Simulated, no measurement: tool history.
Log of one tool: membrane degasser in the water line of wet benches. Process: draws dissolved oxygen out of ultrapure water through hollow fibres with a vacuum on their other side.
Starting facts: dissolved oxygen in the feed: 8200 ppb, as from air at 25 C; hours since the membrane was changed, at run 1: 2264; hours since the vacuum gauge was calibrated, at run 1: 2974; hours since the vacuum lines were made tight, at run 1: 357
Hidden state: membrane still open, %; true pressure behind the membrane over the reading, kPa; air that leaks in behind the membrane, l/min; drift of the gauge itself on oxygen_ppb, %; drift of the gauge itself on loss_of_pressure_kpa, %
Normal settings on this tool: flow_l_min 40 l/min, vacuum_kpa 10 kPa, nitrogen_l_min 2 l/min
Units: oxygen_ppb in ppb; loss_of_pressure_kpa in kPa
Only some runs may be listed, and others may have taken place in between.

run,hour,flow_l_min,vacuum_kpa,nitrogen_l_min,hours since the membrane was changed,hours since the vacuum gauge was calibrated,hours since the vacuum lines were made tight,oxygen_ppb,loss_of_pressure_kpa
1,0,40,10,2,2264,2974,357,306,29.35
2,36.2,40,10,2,2300,3010,393,307.5,29.54
3,83,40,10,2,2347,3057,440,305.4,29.54
4,127.2,40,10,2,2392,3101,484,306.6,29.37
5,174.1,40,9.7,2,2438,3148,531,293.8,29.25
# hour 179.4: vacuum gauge calibrated
6,214.8,40,9.7,2,2479,35,571,296.7,29.6
7,258.7,40,9.7,1.39,2522,79,615,403.6,29.45
8,327,40,9.7,1.39,2591,148,684,404.9,29.36
9,377.8,40,9.7,1.39,2642,198,734,404,29.18
10,419.6,34,15.8,1.71,2683,240,776,542.4,25.36
11,466.4,54,10,4.89,2730,287,823,189.1,40.09
# hour 534.6: vacuum gauge calibrated, once more
12,537.3,57,22.1,5.42,2801,3,893,449.6,42.1

What will run 13 give?
13,589.1,57,22.1,5.42,2852,54,945,?,?

{"run 13": {"oxygen_ppb": 454, "loss_of_pressure_kpa": 41.96}}
Had the tool carried no hidden state, the very same run would have given oxygen_ppb 452.3 ppb, loss_of_pressure_kpa 41.59 kPa.

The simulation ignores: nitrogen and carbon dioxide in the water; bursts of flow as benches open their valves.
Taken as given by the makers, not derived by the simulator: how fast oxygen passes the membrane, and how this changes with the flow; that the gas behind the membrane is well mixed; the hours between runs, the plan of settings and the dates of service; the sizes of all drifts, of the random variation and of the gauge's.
